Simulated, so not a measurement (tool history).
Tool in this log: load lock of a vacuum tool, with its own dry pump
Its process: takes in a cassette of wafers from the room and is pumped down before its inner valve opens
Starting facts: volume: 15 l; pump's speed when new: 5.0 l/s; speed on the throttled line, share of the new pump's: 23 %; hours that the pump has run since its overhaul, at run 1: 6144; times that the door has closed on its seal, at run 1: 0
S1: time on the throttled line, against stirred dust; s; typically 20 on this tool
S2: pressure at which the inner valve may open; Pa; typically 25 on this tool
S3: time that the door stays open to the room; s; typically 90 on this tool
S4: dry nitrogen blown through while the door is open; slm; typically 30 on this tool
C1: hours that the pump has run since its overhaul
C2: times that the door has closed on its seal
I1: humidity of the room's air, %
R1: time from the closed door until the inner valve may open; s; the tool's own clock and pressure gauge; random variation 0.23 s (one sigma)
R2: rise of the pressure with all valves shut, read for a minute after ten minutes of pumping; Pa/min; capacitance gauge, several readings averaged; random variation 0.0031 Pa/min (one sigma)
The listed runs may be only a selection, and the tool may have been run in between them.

| run | day | S1 | S2 | S3 | S4 | C1 | C2 | I1 | R1 | R2 |
|---|---|---|---|---|---|---|---|---|---|---|
| 1 | 0.000 | 20 | 25 | 90 | 30 | 6144 | 0 | 44.7 | 42.1 | 0.073 |
| 2 | 11.638 | 20 | 21 | 90 | 30 | 6423 | 1157 | 44.8 | 42.9 | 0.072 |
| 3 | 21.688 | 20 | 21 | 90 | 30 | 6665 | 2156 | 44.2 | 42.8 | 0.076 |
| 4 | 31.692 | 20 | 21 | 90 | 30 | 6905 | 3151 | 44.5 | 42.8 | 0.077 |
| 5 | 48.462 | 20 | 21 | 90 | 30 | 7307 | 4819 | 43.0 | 43.2 | 0.086 |
| 6 | 59.496 | 27 | 25 | 90 | 21 | 7572 | 5916 | 46.1 | 47.9 | 0.100 |
| 7 | 74.583 | 20 | 41 | 90 | 8 | 7934 | 7416 | 43.0 | 41.1 | 0.140 |
| 8 | 81.733 | 34 | 25 | 168 | 8 | 8106 | 8127 | 41.3 | 53.0 | 0.193 |
| 9 | 91.625 | 30 | 37 | 149 | 10 | 8343 | 9111 | 42.2 | 48.9 | 0.179 |
| 10 | 108.050 | 20 | 25 | 90 | 38 | 8737 | 10744 | 45.5 | 43.4 | 0.102 |

Each row is a separate what-if for the run after 10, all from the same tool condition, not one after another. Results?
| A | 115.542 | 20 | 40 | 213 | 40 | 8917 | 11489 | 43.2 | ? | ? |
| B | 115.542 | 20 | 25 | 90 | 4 | 8917 | 11489 | 45.2 | ? | ? |
| C | 115.542 | 20 | 25 | 90 | 29 | 8917 | 11489 | 44.1 | ? | ? |
| D | 115.542 | 12 | 25 | 148 | 17 | 8917 | 11489 | 44.5 | ? | ? |

| run | R1 | R2 |
|---|---|---|
| A | 41.1 | 0.146 |
| B | 42.5 | 0.184 |
| C | 43.0 | 0.111 |
| D | 37.2 | 0.172 |
With the hidden condition removed and each run's random variation left untouched, the same runs would have given:
| run | R1 | R2 |
|---|---|---|
| A | 38.9 | 0.095 |
| B | 40.2 | 0.133 |
| C | 40.7 | 0.060 |
| D | 34.6 | 0.121 |

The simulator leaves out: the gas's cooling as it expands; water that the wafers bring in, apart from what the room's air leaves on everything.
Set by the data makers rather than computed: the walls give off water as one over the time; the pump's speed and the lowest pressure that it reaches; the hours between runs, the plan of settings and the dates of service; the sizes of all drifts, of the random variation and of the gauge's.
